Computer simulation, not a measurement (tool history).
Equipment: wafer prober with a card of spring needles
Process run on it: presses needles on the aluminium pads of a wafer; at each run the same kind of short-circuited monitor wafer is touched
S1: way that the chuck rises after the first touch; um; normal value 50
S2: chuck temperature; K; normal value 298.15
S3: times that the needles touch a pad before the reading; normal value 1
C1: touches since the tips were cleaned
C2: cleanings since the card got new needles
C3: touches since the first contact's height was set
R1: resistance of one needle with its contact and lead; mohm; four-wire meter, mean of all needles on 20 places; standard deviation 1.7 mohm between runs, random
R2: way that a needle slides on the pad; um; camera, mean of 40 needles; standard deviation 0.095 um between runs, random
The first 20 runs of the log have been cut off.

At day 23.846: tips cleaned on abrasive film.
At day 24.112: height of the first contact set anew.
Run 21, day 24.112: usual settings but S2 342.15 K; C1 2053; C2 140; C3 0. Result: R1 224 mohm, R2 13.1 um.
At day 24.5: tips cleaned on abrasive film.
Run 22, day 24.883: usual settings but S2 342.15 K; C1 3079; C2 141; C3 6169. Result: R1 238 mohm, R2 13.15 um.
At day 25.138: tips cleaned on abrasive film.
At day 25.771: tips cleaned on abrasive film.
Run 23, day 26.112: usual settings but S2 342.15 K; C1 2783; C2 143; C3 16033. Result: R1 234 mohm, R2 12.89 um.
At day 26.4: tips cleaned on abrasive film.
At day 27.029: tips cleaned on abrasive film.
Run 24, day 27.4: usual settings but S2 321.15 K; C1 2993; C2 145; C3 26327. Result: R1 239 mohm, R2 13.15 um.
At day 27.625: tips cleaned on abrasive film.
At day 28.246: tips cleaned on abrasive film.
Run 25, day 28.533: usual settings but S2 321.15 K; C1 2301; C2 147; C3 35397. Result: R1 224 mohm, R2 12.96 um.
At day 28.933: tips cleaned on abrasive film.
At day 29.612: tips cleaned on abrasive film.
At day 30.212: tips cleaned on abrasive film.
Run 26, day 30.329: usual settings but S1 42 um, S2 321.15 K, S3 2; C1 954; C2 150; C3 49805. Result: R1 205 mohm, R2 10.85 um.
At day 30.883: tips cleaned on abrasive film.
At day 31.471: tips cleaned on abrasive film.
Run 27, day 31.525: usual settings but S1 42 um, S2 321.15 K, S3 2; C1 453; C2 152; C3 59372. Result: R1 194 mohm, R2 10.65 um.
At day 32.108: tips cleaned on abrasive film.
At day 32.817: tips cleaned on abrasive film.
Run 28, day 32.888: usual settings but S1 62 um, S2 322.15 K, S3 2; C1 567; C2 154; C3 70288. Result: R1 185 mohm, R2 15.96 um.
At day 33.479: tips cleaned on abrasive film.
Run 29, day 33.933: usual settings but S1 62 um, S2 322.15 K, S3 2; C1 3660; C2 155; C3 78680. Result: R1 199 mohm, R2 16.14 um.
At day 34.075: tips cleaned on abrasive film.
At day 34.733: tips cleaned on abrasive film.
At day 35.417: tips cleaned on abrasive film.
Run 30, day 35.483: usual settings but S1 47 um, S2 346.15 K, S3 2; C1 519; C2 158; C3 91088. Result: R1 192 mohm, R2 12.03 um.

Alternative continuations, all from the tool just after run 30; predict every row:
At day 36.012: tips cleaned on abrasive film.
Run A, day 36.346: usual settings but S1 46 um, S2 316.15 K; C1 2685; C2 159; C3 98027. Result: R1 ?, R2 ?.
At day 36.012: tips cleaned on abrasive film.
Run B, day 36.346: usual settings but S1 47 um, S2 366.15 K, S3 2; C1 2685; C2 159; C3 98027. Result: R1 ?, R2 ?.
At day 36.012: tips cleaned on abrasive film.
Run C, day 36.346: usual settings but S1 48 um, S2 301.15 K; C1 2685; C2 159; C3 98027. Result: R1 ?, R2 ?.
At day 36.012: tips cleaned on abrasive film.
Run D, day 36.346: usual settings but S1 35 um, S2 340.15 K; C1 2685; C2 159; C3 98027. Result: R1 ?, R2 ?.

run   R1     R2
  A  246  11.67
  B  220  11.89
  C  239  12.19
  D  300   8.68
With the hidden condition removed and each run's random variation left untouched, the same runs would have given:
run   R1     R2
  A  174  12.05
  B  181  12.26
  C  171  12.56
  D  184   9.06

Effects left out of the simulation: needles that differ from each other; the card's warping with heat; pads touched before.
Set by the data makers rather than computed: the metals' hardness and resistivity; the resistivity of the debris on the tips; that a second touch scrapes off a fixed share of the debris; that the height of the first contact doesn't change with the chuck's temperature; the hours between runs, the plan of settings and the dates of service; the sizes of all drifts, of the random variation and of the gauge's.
